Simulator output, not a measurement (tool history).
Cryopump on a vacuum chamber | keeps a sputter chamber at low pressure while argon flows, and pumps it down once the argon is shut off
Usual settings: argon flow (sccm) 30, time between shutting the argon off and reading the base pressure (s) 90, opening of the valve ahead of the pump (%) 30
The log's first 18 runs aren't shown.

run,day,argon flow (sccm),time between shutting the argon off and reading the base pressure (s),opening of the valve ahead of the pump (%),hours of work since the pump was warmed up and emptied,hours of work since the cold head was overhauled,hours of work since the chamber's fittings were tightened,pressure while argon flows (Pa),pressure after the wait (uPa)
19,21.45,17,90,16,365,365,2931,0.1123,1.3
20,22.812,30,66,19,385,385,2952,0.1688,1.45
21,23.729,30,66,19,400,400,2966,0.1685,1.48
22,25.096,30,66,19,421,421,2987,0.1683,1.51
23,26.379,33,66,21,440,440,3006,0.1678,1.53
24,27.296,30,90,24,454,454,3021,0.1356,1.29
25,28.642,30,90,24,475,475,3041,0.1349,1.36
26,29.538,53,21,17,489,489,3055,0.3324,2.92
27,30.754,34,87,17,508,508,3074,0.2136,1.38
28,31.979,29,159,40,526,526,3092,0.0809,1.2
29,33.146,45,199,28,544,544,3110,0.177,1.1
30,34.421,33,90,30,564,564,3130,0.1225,1.4
31,36.154,30,69,30,591,591,3157,0.1107,1.56
32,37.504,54,31,54,611,611,3177,0.1182,2.4
33,38.375,21,59,38,625,625,3191,0.0627,1.64
34,39.642,27,23,38,644,644,3210,0.0805,2.82

Forecast each of these 3 alternatives for the next run:
A,40.783,40,62,55,662,662,3228,?,?
B,40.783,32,50,36,662,662,3228,?,?
C,40.783,14,39,38,662,662,3228,?,?

run,pressure while argon flows (Pa),pressure after the wait (uPa)
A,0.0879,1.71
B,0.1008,1.84
C,0.0426,2.08
Without the tool's hidden state the same runs would have given:
run,pressure while argon flows (Pa),pressure after the wait (uPa)
A,0.0757,0.89
B,0.0911,1.03
C,0.0383,1.29

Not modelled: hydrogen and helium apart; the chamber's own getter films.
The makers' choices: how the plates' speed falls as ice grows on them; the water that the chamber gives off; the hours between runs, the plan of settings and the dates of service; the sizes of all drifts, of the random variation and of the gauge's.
